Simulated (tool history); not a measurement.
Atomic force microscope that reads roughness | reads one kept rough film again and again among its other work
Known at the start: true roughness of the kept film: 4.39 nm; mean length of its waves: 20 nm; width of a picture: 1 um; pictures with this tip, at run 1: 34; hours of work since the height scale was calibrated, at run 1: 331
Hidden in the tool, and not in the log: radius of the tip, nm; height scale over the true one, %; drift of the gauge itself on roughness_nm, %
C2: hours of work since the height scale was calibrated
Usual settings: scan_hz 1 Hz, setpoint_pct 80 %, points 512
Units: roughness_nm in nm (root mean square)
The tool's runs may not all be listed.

{"run": 1, "hour": 0.0, "scan_hz": 1, "setpoint_pct": 80, "points": 512, "pictures with this tip": 34, "C2": 331, "roughness_nm": 1.848}
{"hour": 20.5, "done": "new tip fitted"}
{"run": 2, "hour": 30.4, "scan_hz": 1, "setpoint_pct": 80, "points": 512, "pictures with this tip": 20, "C2": 352, "roughness_nm": 2.115}
{"hour": 57.2, "done": "new tip fitted"}
{"hour": 93.1, "done": "new tip fitted"}
{"run": 3, "hour": 93.1, "scan_hz": 1, "setpoint_pct": 63, "points": 512, "pictures with this tip": 0, "C2": 397, "roughness_nm": 2.928}
{"hour": 127.5, "done": "new tip fitted"}
{"run": 4, "hour": 136.4, "scan_hz": 1.45, "setpoint_pct": 80, "points": 512, "pictures with this tip": 19, "C2": 428, "roughness_nm": 2.2}
{"hour": 164.2, "done": "new tip fitted"}
{"run": 5, "hour": 171.9, "scan_hz": 1, "setpoint_pct": 60, "points": 512, "pictures with this tip": 16, "C2": 453, "roughness_nm": 2.394}
{"hour": 200.7, "done": "new tip fitted"}
{"run": 6, "hour": 229.4, "scan_hz": 1, "setpoint_pct": 60, "points": 546, "pictures with this tip": 60, "C2": 494, "roughness_nm": 1.519}
{"hour": 238.7, "done": "new tip fitted"}
{"hour": 274.1, "done": "new tip fitted"}
{"run": 7, "hour": 292.7, "scan_hz": 1.22, "setpoint_pct": 80, "points": 512, "pictures with this tip": 39, "C2": 538, "roughness_nm": 1.732}
{"hour": 307.6, "done": "new tip fitted"}
{"run": 8, "hour": 321.8, "scan_hz": 1.22, "setpoint_pct": 80, "points": 512, "pictures with this tip": 30, "C2": 559, "roughness_nm": 1.962}
{"hour": 341.5, "done": "new tip fitted"}
{"hour": 376.3, "done": "new tip fitted"}
{"run": 9, "hour": 376.3, "scan_hz": 1.22, "setpoint_pct": 80, "points": 512, "pictures with this tip": 0, "C2": 597, "roughness_nm": 2.766}
{"hour": 412.0, "done": "new tip fitted"}
{"run": 10, "hour": 437.1, "scan_hz": 1, "setpoint_pct": 80, "points": 512, "pictures with this tip": 52, "C2": 641, "roughness_nm": 1.533}
{"hour": 446.6, "done": "new tip fitted"}
{"run": 11, "hour": 472.5, "scan_hz": 1.98, "setpoint_pct": 80, "points": 512, "pictures with this tip": 54, "C2": 666, "roughness_nm": 1.471}
{"hour": 483.9, "done": "new tip fitted"}
{"run": 12, "hour": 501.8, "scan_hz": 0.93, "setpoint_pct": 69, "points": 711, "pictures with this tip": 37, "C2": 687, "roughness_nm": 1.822}
{"hour": 518.3, "done": "new tip fitted"}
{"hour": 555.0, "done": "new tip fitted"}
{"run": 13, "hour": 557.8, "scan_hz": 0.76, "setpoint_pct": 80, "points": 512, "pictures with this tip": 6, "C2": 726, "roughness_nm": 2.683}
{"hour": 590.3, "done": "new tip fitted"}
{"run": 14, "hour": 594.3, "scan_hz": 1.6, "setpoint_pct": 64, "points": 512, "pictures with this tip": 8, "C2": 752, "roughness_nm": 2.552}
{"hour": 624.3, "done": "new tip fitted"}
{"run": 15, "hour": 656.0, "scan_hz": 1.6, "setpoint_pct": 64, "points": 512, "pictures with this tip": 66, "C2": 796, "roughness_nm": 1.449}
{"hour": 661.6, "done": "new tip fitted"}
{"run": 16, "hour": 682.0, "scan_hz": 1.6, "setpoint_pct": 64, "points": 512, "pictures with this tip": 42, "C2": 814, "roughness_nm": 1.624}
{"hour": 696.1, "done": "new tip fitted"}
{"hour": 730.5, "done": "new tip fitted"}
{"run": 17, "hour": 741.6, "scan_hz": 2.03, "setpoint_pct": 76, "points": 268, "pictures with this tip": 24, "C2": 856, "roughness_nm": 2.034}
{"hour": 767.0, "done": "new tip fitted"}
{"run": 18, "hour": 775.2, "scan_hz": 3.53, "setpoint_pct": 55, "points": 562, "pictures with this tip": 17, "C2": 880, "roughness_nm": 2.258}
{"hour": 803.9, "done": "new tip fitted"}
{"run": 19, "hour": 821.8, "scan_hz": 0.74, "setpoint_pct": 80, "points": 651, "pictures with this tip": 37, "C2": 913, "roughness_nm": 1.768}
{"hour": 838.9, "done": "new tip fitted"}
{"run": 20, "hour": 871.0, "scan_hz": 0.75, "setpoint_pct": 83, "points": 512, "pictures with this tip": 67, "C2": 948, "roughness_nm": 1.384}
{"hour": 874.2, "done": "new tip fitted"}
{"hour": 907.5, "done": "new tip fitted"}
{"run": 21, "hour": 924.1, "scan_hz": 0.75, "setpoint_pct": 80, "points": 656, "pictures with this tip": 34, "C2": 986, "roughness_nm": 1.775}

Forecast each of these 5 alternatives for the next run:
{"hour": 941.1, "done": "new tip fitted"}
{"run": "A", "hour": 951.0, "scan_hz": 1, "setpoint_pct": 80, "points": 669, "pictures with this tip": 21, "C2": 1005, "roughness_nm": "?"}
{"hour": 941.1, "done": "new tip fitted"}
{"run": "B", "hour": 951.0, "scan_hz": 3.43, "setpoint_pct": 80, "points": 512, "pictures with this tip": 21, "C2": 1005, "roughness_nm": "?"}
{"hour": 941.1, "done": "new tip fitted"}
{"run": "C", "hour": 951.0, "scan_hz": 1.04, "setpoint_pct": 75, "points": 638, "pictures with this tip": 21, "C2": 1005, "roughness_nm": "?"}
{"hour": 941.1, "done": "new tip fitted"}
{"run": "D", "hour": 951.0, "scan_hz": 1.31, "setpoint_pct": 80, "points": 326, "pictures with this tip": 21, "C2": 1005, "roughness_nm": "?"}
{"hour": 941.1, "done": "new tip fitted"}
{"run": "E", "hour": 951.0, "scan_hz": 2.34, "setpoint_pct": 80, "points": 720, "pictures with this tip": 21, "C2": 1005, "roughness_nm": "?"}

run=A roughness_nm=2.073
run=B roughness_nm=1.798
run=C roughness_nm=2.085
run=D roughness_nm=1.986
run=E roughness_nm=1.926
Without the tool's hidden state the same runs would have given:
run=A roughness_nm=2.86
run=B roughness_nm=2.482
run=C roughness_nm=2.881
run=D roughness_nm=2.741
run=E roughness_nm=2.66

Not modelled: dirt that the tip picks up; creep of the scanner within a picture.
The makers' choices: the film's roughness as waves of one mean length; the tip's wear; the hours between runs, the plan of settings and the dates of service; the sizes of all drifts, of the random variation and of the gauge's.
